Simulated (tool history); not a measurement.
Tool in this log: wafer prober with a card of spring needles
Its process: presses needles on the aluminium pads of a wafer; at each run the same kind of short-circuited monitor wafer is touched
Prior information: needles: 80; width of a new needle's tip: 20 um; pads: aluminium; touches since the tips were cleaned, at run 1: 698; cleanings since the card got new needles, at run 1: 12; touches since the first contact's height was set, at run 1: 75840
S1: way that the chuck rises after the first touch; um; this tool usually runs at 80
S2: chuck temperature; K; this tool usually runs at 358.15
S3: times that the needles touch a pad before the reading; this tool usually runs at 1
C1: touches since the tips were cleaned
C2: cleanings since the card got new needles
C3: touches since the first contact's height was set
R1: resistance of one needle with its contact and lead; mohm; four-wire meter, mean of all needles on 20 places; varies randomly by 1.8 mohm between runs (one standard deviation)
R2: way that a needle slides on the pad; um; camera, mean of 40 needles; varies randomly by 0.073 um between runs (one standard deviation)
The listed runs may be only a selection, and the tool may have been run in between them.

| run | hour | S1 | S2 | S3 | C1 | C2 | C3 | R1 | R2 |
|---|---|---|---|---|---|---|---|---|---|
| 1 | 0.0 | 80 | 358.15 | 1 | 698 | 12 | 75840 | 199 | 17.39 |
| 2 | 5.0 | 80 | 388.15 | 1 | 2307 | 12 | 77449 | 215 | 17.35 |
| 3 | 11.5 | 80 | 388.15 | 1 | 4369 | 12 | 79511 | 220 | 17.32 |
|  | 15.1 | tips cleaned on abrasive film |
| 4 | 20.8 | 80 | 388.15 | 1 | 1798 | 13 | 82461 | 215 | 17.35 |
| 5 | 28.6 | 73 | 358.15 | 1 | 4304 | 13 | 84967 | 228 | 15.66 |
|  | 32.5 | tips cleaned on abrasive film |
| 6 | 37.4 | 73 | 358.15 | 1 | 1553 | 14 | 87761 | 206 | 15.78 |
| 7 | 42.0 | 73 | 358.15 | 1 | 3033 | 14 | 89241 | 222 | 15.74 |
| 8 | 46.9 | 73 | 358.15 | 1 | 4590 | 14 | 90798 | 228 | 15.74 |
|  | 49.6 | tips cleaned on abrasive film |
| 9 | 53.8 | 73 | 358.15 | 1 | 1372 | 15 | 93003 | 208 | 15.85 |
| 10 | 60.5 | 80 | 358.15 | 2 | 3508 | 15 | 95139 | 206 | 17.38 |
|  | 66.8 | tips cleaned on abrasive film |
| 11 | 69.3 | 80 | 358.15 | 2 | 797 | 16 | 97917 | 194 | 17.26 |
| 12 | 77.0 | 80 | 358.15 | 2 | 3269 | 16 | 100389 | 205 | 17.27 |
| 13 | 81.8 | 80 | 358.15 | 2 | 4798 | 16 | 101918 | 208 | 17.28 |

What does the tool deliver on the next run?
|  | 84.1 | tips cleaned on abrasive film |
| 14 | 87.4 | 80 | 341.15 | 2 | 1058 | 17 | 103694 | ? | ? |

Run 14 measured R1 192 mohm, R2 17.15 um.
Were there no unlogged condition in the tool, this run, its random variation unchanged, would have produced R1 184 mohm, R2 17.60 um.
